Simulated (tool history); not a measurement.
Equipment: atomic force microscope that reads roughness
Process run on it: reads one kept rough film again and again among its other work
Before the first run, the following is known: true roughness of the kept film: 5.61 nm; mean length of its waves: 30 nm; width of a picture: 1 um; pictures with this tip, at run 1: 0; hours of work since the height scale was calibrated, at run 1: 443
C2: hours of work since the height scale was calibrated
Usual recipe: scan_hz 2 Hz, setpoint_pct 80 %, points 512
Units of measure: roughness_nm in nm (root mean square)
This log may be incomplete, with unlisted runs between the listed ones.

run 1 day=0 | scan_hz=2 setpoint_pct=80 points=512 | pictures_with_this_tip=0 C2=443 | roughness_nm=3.974
run 2 day=0.879 | scan_hz=2 setpoint_pct=80 points=512 | pictures_with_this_tip=42 C2=458 | roughness_nm=3.823
run 3 day=1.675 | scan_hz=2 setpoint_pct=80 points=525 | pictures_with_this_tip=80 C2=472 | roughness_nm=3.761
run 4 day=2.308 | scan_hz=0.9 setpoint_pct=80 points=512 | pictures_with_this_tip=110 C2=482 | roughness_nm=3.975
run 5 day=3.2 | scan_hz=2 setpoint_pct=78 points=512 | pictures_with_this_tip=153 C2=497 | roughness_nm=3.582
run 6 day=3.621 | scan_hz=2 setpoint_pct=80 points=266 | pictures_with_this_tip=173 C2=505 | roughness_nm=3.415
run 7 day=4.092 | scan_hz=2 setpoint_pct=80 points=512 | pictures_with_this_tip=195 C2=513 | roughness_nm=3.402
-- day=4.192 height scale calibrated on a step standard
run 8 day=5.138 | scan_hz=2 setpoint_pct=80 points=512 | pictures_with_this_tip=243 C2=16 | roughness_nm=3.276
-- day=5.204 new tip fitted
run 9 day=5.65 | scan_hz=2 setpoint_pct=80 points=512 | pictures_with_this_tip=21 C2=24 | roughness_nm=3.902
-- day=6.55 height scale calibrated on a step standard, once more
run 10 day=6.583 | scan_hz=2 setpoint_pct=80 points=697 | pictures_with_this_tip=63 C2=1 | roughness_nm=3.792
run 11 day=7.467 | scan_hz=2 setpoint_pct=84 points=697 | pictures_with_this_tip=106 C2=16 | roughness_nm=3.567
run 12 day=8.492 | scan_hz=2.56 setpoint_pct=57 points=697 | pictures_with_this_tip=154 C2=33 | roughness_nm=3.949
run 13 day=9.288 | scan_hz=1.33 setpoint_pct=80 points=679 | pictures_with_this_tip=192 C2=46 | roughness_nm=3.618
run 14 day=10.188 | scan_hz=1.33 setpoint_pct=80 points=679 | pictures_with_this_tip=235 C2=62 | roughness_nm=3.538
-- day=10.429 new tip fitted
run 15 day=10.8 | scan_hz=1.01 setpoint_pct=68 points=279 | pictures_with_this_tip=18 C2=72 | roughness_nm=4.391
run 16 day=11.442 | scan_hz=1.01 setpoint_pct=68 points=279 | pictures_with_this_tip=49 C2=83 | roughness_nm=4.282
run 17 day=12.146 | scan_hz=2.23 setpoint_pct=80 points=737 | pictures_with_this_tip=82 C2=94 | roughness_nm=3.709
run 18 day=12.962 | scan_hz=2.23 setpoint_pct=62 points=737 | pictures_with_this_tip=121 C2=108 | roughness_nm=4.036
run 19 day=13.5 | scan_hz=0.71 setpoint_pct=55 points=880 | pictures_with_this_tip=147 C2=117 | roughness_nm=4.204
run 20 day=14.008 | scan_hz=0.66 setpoint_pct=55 points=880 | pictures_with_this_tip=171 C2=126 | roughness_nm=4.091
run 21 day=14.654 | scan_hz=0.66 setpoint_pct=75 points=880 | pictures_with_this_tip=201 C2=137 | roughness_nm=3.877

Forecast each of these 5 alternatives for the next run:
run A day=15.2 | scan_hz=3.52 setpoint_pct=60 points=382 | pictures_with_this_tip=227 C2=146 | roughness_nm=?
run B day=15.2 | scan_hz=2 setpoint_pct=80 points=712 | pictures_with_this_tip=227 C2=146 | roughness_nm=?
run C day=15.2 | scan_hz=1.14 setpoint_pct=74 points=378 | pictures_with_this_tip=227 C2=146 | roughness_nm=?
run D day=15.2 | scan_hz=0.66 setpoint_pct=71 points=880 | pictures_with_this_tip=227 C2=146 | roughness_nm=?
run E day=15.2 | scan_hz=1.7 setpoint_pct=81 points=748 | pictures_with_this_tip=227 C2=146 | roughness_nm=?

run=A roughness_nm=3.597
run=B roughness_nm=3.365
run=C roughness_nm=3.679
run=D roughness_nm=3.853
run=E roughness_nm=3.428
The same runs, with their run-to-run variation unchanged, on a tool lacking any hidden condition would have given:
run=A roughness_nm=4.308
run=B roughness_nm=4.03
run=C roughness_nm=4.404
run=D roughness_nm=4.611
run=E roughness_nm=4.104
